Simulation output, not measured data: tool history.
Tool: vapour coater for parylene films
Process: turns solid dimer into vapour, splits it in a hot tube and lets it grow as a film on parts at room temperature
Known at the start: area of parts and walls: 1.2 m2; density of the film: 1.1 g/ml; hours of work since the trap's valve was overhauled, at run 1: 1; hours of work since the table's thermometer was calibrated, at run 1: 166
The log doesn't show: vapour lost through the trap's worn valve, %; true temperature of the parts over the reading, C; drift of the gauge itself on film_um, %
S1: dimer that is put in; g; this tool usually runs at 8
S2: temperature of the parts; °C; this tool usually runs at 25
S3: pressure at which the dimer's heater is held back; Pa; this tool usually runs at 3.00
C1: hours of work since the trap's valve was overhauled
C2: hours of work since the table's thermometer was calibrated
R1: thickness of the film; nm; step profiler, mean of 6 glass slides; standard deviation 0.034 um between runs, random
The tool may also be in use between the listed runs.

{"run": 1, "hour": 0.0, "S1": 8, "S2": 25, "S3": 3.0, "C1": 1, "C2": 166, "R1": 3500}
{"run": 2, "hour": 49.8, "S1": 8, "S2": 25, "S3": 3.0, "C1": 29, "C2": 195, "R1": 3360}
{"run": 3, "hour": 92.1, "S1": 8, "S2": 25, "S3": 3.0, "C1": 54, "C2": 219, "R1": 3410}
{"run": 4, "hour": 149.5, "S1": 8, "S2": 25, "S3": 3.0, "C1": 87, "C2": 252, "R1": 3350}
{"run": 5, "hour": 203.7, "S1": 8, "S2": 25, "S3": 3.0, "C1": 118, "C2": 283, "R1": 3330}
{"run": 6, "hour": 230.4, "S1": 8, "S2": 25, "S3": 3.0, "C1": 134, "C2": 299, "R1": 3230}
{"run": 7, "hour": 265.5, "S1": 8, "S2": 25, "S3": 4.7, "C1": 154, "C2": 319, "R1": 3050}
{"hour": 272.2, "done": "trap's valve overhauled"}
{"run": 8, "hour": 321.5, "S1": 8, "S2": 25, "S3": 3.0, "C1": 28, "C2": 349, "R1": 3180}
{"run": 9, "hour": 369.0, "S1": 6, "S2": 32, "S3": 9.31, "C1": 56, "C2": 377, "R1": 1700}
{"run": 10, "hour": 407.3, "S1": 6, "S2": 32, "S3": 9.31, "C1": 78, "C2": 399, "R1": 1720}
{"run": 11, "hour": 457.5, "S1": 6, "S2": 32, "S3": 9.31, "C1": 107, "C2": 428, "R1": 1620}
{"run": 12, "hour": 481.7, "S1": 6, "S2": 32, "S3": 9.31, "C1": 121, "C2": 442, "R1": 1640}
{"run": 13, "hour": 537.0, "S1": 9, "S2": 21, "S3": 7.9, "C1": 153, "C2": 474, "R1": 3470}
{"run": 14, "hour": 573.7, "S1": 6, "S2": 22, "S3": 4.54, "C1": 174, "C2": 495, "R1": 2360}
{"hour": 627.9, "done": "trap's valve overhauled, once more"}
{"run": 15, "hour": 627.9, "S1": 8, "S2": 35, "S3": 7.99, "C1": 0, "C2": 524, "R1": 2350}

What if the next run were any one of these 4? Each begins from the tool's condition after run 15:
{"run": "A", "hour": 663.2, "S1": 11, "S2": 19, "S3": 8.48, "C1": 20, "C2": 544, "R1": "?"}
{"run": "B", "hour": 663.2, "S1": 8, "S2": 18, "S3": 2.97, "C1": 20, "C2": 544, "R1": "?"}
{"run": "C", "hour": 663.2, "S1": 10, "S2": 36, "S3": 2.71, "C1": 20, "C2": 544, "R1": "?"}
{"run": "D", "hour": 663.2, "S1": 9, "S2": 25, "S3": 7.72, "C1": 20, "C2": 544, "R1": "?"}

run=A R1=5300
run=B R1=4430
run=C R1=3100
run=D R1=3590
Had the tool no hidden state, the same runs would have come out as:
run=A R1=5310
run=B R1=4440
run=C R1=3100
run=D R1=3590

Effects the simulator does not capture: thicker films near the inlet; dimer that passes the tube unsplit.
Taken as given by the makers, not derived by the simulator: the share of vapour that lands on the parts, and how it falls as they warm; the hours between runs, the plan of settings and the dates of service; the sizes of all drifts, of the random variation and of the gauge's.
